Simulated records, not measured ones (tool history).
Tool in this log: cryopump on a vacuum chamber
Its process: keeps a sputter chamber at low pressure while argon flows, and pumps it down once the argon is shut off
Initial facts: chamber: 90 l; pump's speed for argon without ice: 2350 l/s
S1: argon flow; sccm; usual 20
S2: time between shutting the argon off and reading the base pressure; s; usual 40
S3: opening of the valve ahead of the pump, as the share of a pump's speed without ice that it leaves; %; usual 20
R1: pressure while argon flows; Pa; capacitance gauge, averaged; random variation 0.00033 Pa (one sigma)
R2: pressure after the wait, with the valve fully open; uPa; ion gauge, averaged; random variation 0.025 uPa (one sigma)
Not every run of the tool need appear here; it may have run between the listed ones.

{"run": 1, "hour": 0.0, "S1": 20, "S2": 40, "S3": 20, "R1": 0.0731, "R2": 0.99}
{"run": 2, "hour": 90.1, "S1": 20, "S2": 40, "S3": 20, "R1": 0.0737, "R2": 1.04}
{"run": 3, "hour": 168.6, "S1": 20, "S2": 40, "S3": 20, "R1": 0.0741, "R2": 1.1}
{"run": 4, "hour": 235.3, "S1": 20, "S2": 44, "S3": 20, "R1": 0.0751, "R2": 1.0}
{"run": 5, "hour": 320.8, "S1": 20, "S2": 40, "S3": 42, "R1": 0.0379, "R2": 1.1}
{"run": 6, "hour": 374.8, "S1": 20, "S2": 40, "S3": 20, "R1": 0.0767, "R2": 1.18}
{"run": 7, "hour": 456.7, "S1": 20, "S2": 40, "S3": 20, "R1": 0.0773, "R2": 1.19}
{"hour": 485.4, "done": "pump warmed up, emptied and cooled again"}
{"run": 8, "hour": 535.1, "S1": 20, "S2": 40, "S3": 20, "R1": 0.0727, "R2": 1.13}
{"run": 9, "hour": 587.8, "S1": 20, "S2": 40, "S3": 20, "R1": 0.0726, "R2": 1.19}
{"run": 10, "hour": 691.1, "S1": 20, "S2": 40, "S3": 20, "R1": 0.0742, "R2": 1.19}
{"run": 11, "hour": 790.9, "S1": 20, "S2": 40, "S3": 20, "R1": 0.0743, "R2": 1.22}
{"run": 12, "hour": 835.1, "S1": 20, "S2": 40, "S3": 20, "R1": 0.0751, "R2": 1.27}
{"run": 13, "hour": 941.1, "S1": 14, "S2": 27, "S3": 52, "R1": 0.0226, "R2": 1.75}
{"run": 14, "hour": 993.0, "S1": 9, "S2": 196, "S3": 31, "R1": 0.0231, "R2": 0.69}
{"hour": 1055.6, "done": "pump warmed up, emptied and cooled again"}
{"run": 15, "hour": 1070.1, "S1": 8, "S2": 34, "S3": 26, "R1": 0.022, "R2": 1.37}
{"run": 16, "hour": 1166.9, "S1": 20, "S2": 48, "S3": 43, "R1": 0.0344, "R2": 1.12}
{"run": 17, "hour": 1252.2, "S1": 14, "S2": 48, "S3": 43, "R1": 0.0248, "R2": 1.19}
{"run": 18, "hour": 1334.7, "S1": 20, "S2": 27, "S3": 48, "R1": 0.0329, "R2": 1.65}
{"run": 19, "hour": 1397.5, "S1": 30, "S2": 132, "S3": 48, "R1": 0.05, "R2": 0.77}
{"run": 20, "hour": 1455.0, "S1": 19, "S2": 36, "S3": 24, "R1": 0.0597, "R2": 1.53}
{"run": 21, "hour": 1499.1, "S1": 19, "S2": 36, "S3": 24, "R1": 0.0605, "R2": 1.56}
{"run": 22, "hour": 1542.0, "S1": 39, "S2": 126, "S3": 23, "R1": 0.1305, "R2": 0.88}
{"hour": 1630.0, "done": "pump warmed up, emptied and cooled again"}
{"run": 23, "hour": 1634.6, "S1": 39, "S2": 126, "S3": 23, "R1": 0.1229, "R2": 0.79}

Consider 4 possible next runs. They are alternatives, not a sequence: every one starts from the tool as it was left by run 23. What does each give?
{"run": "A", "hour": 1740.8, "S1": 39, "S2": 236, "S3": 23, "R1": "?", "R2": "?"}
{"run": "B", "hour": 1740.8, "S1": 33, "S2": 53, "S3": 39, "R1": "?", "R2": "?"}
{"run": "C", "hour": 1740.8, "S1": 39, "S2": 201, "S3": 23, "R1": "?", "R2": "?"}
{"run": "D", "hour": 1740.8, "S1": 33, "S2": 62, "S3": 51, "R1": "?", "R2": "?"}

run=A R1=0.1245 R2=0.72
run=B R1=0.0636 R2=1.22
run=C R1=0.1250 R2=0.80
run=D R1=0.0495 R2=1.08
Had the tool no hidden state, the same runs would have come out as:
run=A R1=0.1215 R2=0.26
run=B R1=0.0610 R2=0.75
run=C R1=0.1219 R2=0.33
run=D R1=0.0469 R2=0.63

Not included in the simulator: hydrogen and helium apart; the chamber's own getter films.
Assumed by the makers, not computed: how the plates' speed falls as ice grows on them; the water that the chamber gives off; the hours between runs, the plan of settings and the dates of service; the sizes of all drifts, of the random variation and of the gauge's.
